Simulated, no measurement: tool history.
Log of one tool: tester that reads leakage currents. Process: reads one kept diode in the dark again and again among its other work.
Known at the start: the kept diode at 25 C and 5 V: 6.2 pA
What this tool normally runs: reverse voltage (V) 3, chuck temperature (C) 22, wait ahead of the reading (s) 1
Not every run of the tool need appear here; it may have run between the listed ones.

run   hour  reverse voltage (V)  chuck temperature (C)  wait ahead of the reading (s)  current that the tester gives (pA)
  1      0                    3                     22                              1                                6.94
  2     32                    3                     22                              1                                6.99
  3   56.2                    3                     22                              1                                6.91
  4   84.9                    3                     22                              1                                6.94
  5   98.7                    3                     22                              1                                7.02
  6  121.1                    3                     22                              1                                7.01
  7    145                    3                     22                              1                                7.04
  8  164.9                    3                     22                              1                                6.99
  9  178.2                    3                     38                              1                               19.21
 10  197.8                    3                     38                              1                               19.19
 11  216.2                  6.4                     38                              1                               28.94
 12  244.5                 1.85                     25                              1                                6.25
 13  260.2                    3                     36                           1.28                               16.77
 14  280.3                 1.67                     34                           1.28                               10.63
 15  311.8                 1.67                     34                           1.28                               10.77
 16  333.6                 1.67                     34                           1.28                               10.79
 17  356.6                 1.67                     34                           1.28                               10.73
 18  369.9                 6.51                     34                           1.28                               22.85
 19  383.9                 1.97                     23                           2.44                                5.74

Each row is a separate what-if for the run after 19, all from the same tool condition, not one after another. Results?
  A   397                 1.97                     29                           2.44                                   ?
  B   397                    3                     32                           1.07                                   ?
  C   397                 2.25                     35                           1.32                                   ?
  D   397                    3                     45                           0.31                                   ?

run  current that the tester gives (pA)
  A                                8.28
  B                               12.94
  C                               13.57
  D                               32.54
The same runs, with their run-to-run variation unchanged, on a tool lacking any hidden condition would have given:
run  current that the tester gives (pA)
  A                                6.14
  B                                9.67
  C                               11.08
  D                                29.1

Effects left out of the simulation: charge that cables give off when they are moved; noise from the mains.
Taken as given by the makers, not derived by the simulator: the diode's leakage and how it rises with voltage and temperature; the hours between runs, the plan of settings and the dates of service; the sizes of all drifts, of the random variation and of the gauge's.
